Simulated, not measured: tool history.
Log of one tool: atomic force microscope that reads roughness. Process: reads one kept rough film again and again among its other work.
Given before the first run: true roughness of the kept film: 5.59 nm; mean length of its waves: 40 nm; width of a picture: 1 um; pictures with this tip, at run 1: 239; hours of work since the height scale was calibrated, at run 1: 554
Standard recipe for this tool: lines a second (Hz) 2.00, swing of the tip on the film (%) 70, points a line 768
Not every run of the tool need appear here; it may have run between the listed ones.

run    hour  lines a second (Hz)  swing of the tip on the film (%)  points a line  pictures with this tip  hours of work since the height scale was calibrated  roughness of the kept film (nm (root mean square))
  1     0.0                 2.00                                70            768                     239                                                  554                                               3.555
  2    18.5                 0.65                                70            768                     264                                                  566                                               3.553
       31.2  -- new tip fitted
  3    45.7                 2.00                                70            768                      19                                                  583                                               4.641
  4    69.9                 2.00                                70            768                      52                                                  598                                               4.427
  5    91.1                 2.00                                70            768                      81                                                  611                                               4.312
  6   104.7                 2.00                                70            768                      99                                                  620                                               4.199
  7   118.1                 2.00                                70            768                     117                                                  628                                               4.076
  8   147.3                 2.00                                70            768                     157                                                  646                                               3.914
  9   160.7                 2.00                                70            768                     175                                                  654                                               3.835
 10   187.9                 2.00                                78            768                     212                                                  671                                               3.641
 11   210.4                 2.00                                70            768                     242                                                  685                                               3.616
 12   234.4                 2.00                                70            768                     275                                                  700                                               3.474
      239.3  -- new tip fitted
 13   256.4                 2.00                                70            768                      23                                                  714                                               4.597
 14   284.0                 2.00                                70            768                      61                                                  731                                               4.379
 15   310.3                 2.00                                85            768                      96                                                  748                                               4.077
 16   334.0                 2.00                                85            768                     128                                                  762                                               3.919
 17   359.5                 1.32                                85            768                     163                                                  778                                               3.891
 18   376.2                 1.32                                85            768                     185                                                  789                                               3.792
 19   392.3                 1.32                                85            768                     207                                                  799                                               3.696
 20   409.6                 1.32                                85            768                     231                                                  810                                               3.600
 21   436.0                 2.00                                70            409                     266                                                  826                                               3.548
      448.6  -- new tip fitted
 22   453.8                 2.00                                70            409                       7                                                  837                                               4.700
 23   476.4                 2.00                                70            768                      37                                                  851                                               4.556
 24   505.9                 2.00                                70            768                      78                                                  869                                               4.324
 25   518.8                 2.00                                70            768                      95                                                  877                                               4.227
 26   534.4                 2.00                                70            768                     116                                                  887                                               4.155
 27   552.9                 2.00                                56            648                     141                                                  899                                               4.082
 28   576.8                 2.00                                56            648                     174                                                  914                                               3.969
 29   596.0                 2.00                                56            648                     200                                                  926                                               3.890
 30   615.7                 2.00                                56            648                     226                                                  938                                               3.754
 31   636.3                 3.88                                70            682                     254                                                  951                                               3.444
      658.3  -- new tip fitted
 32   662.6                 3.38                                80            604                       6                                                  967                                               4.452
 33   680.5                 3.38                                80            604                      30                                                  978                                               4.307
 34   702.3                 3.38                                78            475                      60                                                  992                                               4.170
 35   732.7                 3.38                                78            475                     101                                                 1011                                               3.971
 36   752.6                 2.50                                57            768                     128                                                 1023                                               4.140
 37   778.2                 1.86                                67            256                     163                                                 1039                                               3.929
 38   799.8                 1.86                                67            256                     192                                                 1053                                               3.802
 39   818.8                 1.86                                67            256                     218                                                 1064                                               3.710
 40   847.6                 2.32                                90            318                     257                                                 1082                                               3.329
      865.9  -- new tip fitted
 41   866.3                 1.33                                59            768                       0                                                 1094                                               4.894
 42   892.7                 1.33                                59            768                      36                                                 1110                                               4.628
 43   918.8                 2.00                                90            289                      72                                                 1127                                               4.066
 44   932.8                 0.59                                67            929                      91                                                 1135                                               4.351
 45   955.9                 0.70                                63            287                     122                                                 1150                                               4.177
 46   982.8                 0.89                                82            917                     158                                                 1167                                               3.941
 47  1010.0                 1.43                                82            861                     195                                                 1184                                               3.765
 48  1026.0                 1.43                                82            861                     217                                                 1193                                               3.677
 49  1052.0                 0.59                                66            690                     252                                                 1210                                               3.698
 50  1064.4                 0.72                                66            342                     269                                                 1217                                               3.618
     1075.1  -- new tip fitted
 51  1086.4                 1.17                                79            768                      15                                                 1231                                               4.689
 52  1105.0                 3.15                                79            280                      40                                                 1242                                               4.249

Each run again, without the hidden state but with its own random variation kept:
Hidden state at play: radius of the tip, nm; height scale over the true one, %; drift of the gauge itself on roughness_nm, %.
run  roughness of the kept film (nm (root mean square))
  1                                               4.723
  2                                               4.840
  3                                               4.763
  4                                               4.737
  5                                               4.774
  6                                               4.737
  7                                               4.704
  8                                               4.731
  9                                               4.725
 10                                               4.656
 11                                               4.767
 12                                               4.721
 13                                               4.724
 14                                               4.722
 15                                               4.570
 16                                               4.550
 17                                               4.671
 18                                               4.659
 19                                               4.653
 20                                               4.652
 21                                               4.746
 22                                               4.727
 23                                               4.748
 24                                               4.739
 25                                               4.725
 26                                               4.761
 27                                               4.820
 28                                               4.852
 29                                               4.869
 30                                               4.827
 31                                               4.554
 32                                               4.490
 33                                               4.469
 34                                               4.482
 35                                               4.482
 36                                               4.807
 37                                               4.743
 38                                               4.739
 39                                               4.739
 40                                               4.407
 41                                               4.855
 42                                               4.816
 43                                               4.437
 44                                               4.868
 45                                               4.832
 46                                               4.754
 47                                               4.705
 48                                               4.697
 49                                               4.885
 50                                               4.858
 51                                               4.766
 52                                               4.458
